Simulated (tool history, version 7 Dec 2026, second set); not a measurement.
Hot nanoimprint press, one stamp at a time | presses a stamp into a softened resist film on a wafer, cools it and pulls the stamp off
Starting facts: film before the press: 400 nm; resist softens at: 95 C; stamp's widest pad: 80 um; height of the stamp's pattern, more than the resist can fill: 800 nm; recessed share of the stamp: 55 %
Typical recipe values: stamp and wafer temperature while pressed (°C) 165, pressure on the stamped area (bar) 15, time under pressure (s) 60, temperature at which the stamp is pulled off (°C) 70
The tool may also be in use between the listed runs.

run	hour	stamp and wafer temperature while pressed (°C)	pressure on the stamped area (bar)	time under pressure (s)	temperature at which the stamp is pulled off (°C)	resist left under the stamp's widest pad (nm)	greatest force while the stamp is pulled off (N)
1	0	165	15	60	70	160.5	198
2	68.4	165	15	60	70	161.5	195
3	131.2	165	15	60	70	161.2	197
4	187.8	165	15	60	70	161.5	198
5	223.5	165	15	60	58	162	256
6	291	165	15	60	58	161.8	253
7	328.8	154	16.9	60	70	272.3	201
8	388.2	176	10.8	87	68	87	206
9	418.3	165	15	44	70	183	202
10	455.9	165	17.7	111	70	115.8	198
11	536.2	175	11.9	33	77	133.6	164
12	585.8	168	17.1	33	77	164.4	162

Not shown: 3 entries that the log had between the listed runs. Between which runs, and how does the tool's hidden state differ before and after?
Between runs 1 and 2: plate thermocouple calibrated (hour 24.1)
  true temperature over the reading, C: 0.05 -> 0; pressure that arrives at the usual setting, %: 99.85 -> 99.84; grip of the stamp's worn release coat, % over a new coat's: 0.2 -> 0.3; drift of the gauge itself on residual_nm, %: 0 -> 0.07
  what was measured, less what the result would be without the hidden state, resist left under the stamp's widest pad (nm): -0.4 -> +0.3
Between runs 9 and 10: stamp cleaned and given a new release coat (hour 454.4)
  pressure that arrives at the usual setting, %: 99.8 -> 99.79; grip of the stamp's worn release coat, % over a new coat's: 0.9 -> 0; drift of the gauge itself on residual_nm, %: 0.43 -> 0.46
  what was measured, less what the result would be without the hidden state, resist left under the stamp's widest pad (nm): +0.8 -> +0.5
Between runs 10 and 11: press's hydraulic seals changed and the load cell set to zero (hour 481.3)
  true temperature over the reading, C: 0.02 -> 0.03; pressure that arrives at the usual setting, %: 99.79 -> 99.99; grip of the stamp's worn release coat, % over a new coat's: 0 -> 0.1; drift of the gauge itself on residual_nm, %: 0.46 -> 0.54
  what was measured, less what the result would be without the hidden state, resist left under the stamp's widest pad (nm): +0.5 -> +0.5

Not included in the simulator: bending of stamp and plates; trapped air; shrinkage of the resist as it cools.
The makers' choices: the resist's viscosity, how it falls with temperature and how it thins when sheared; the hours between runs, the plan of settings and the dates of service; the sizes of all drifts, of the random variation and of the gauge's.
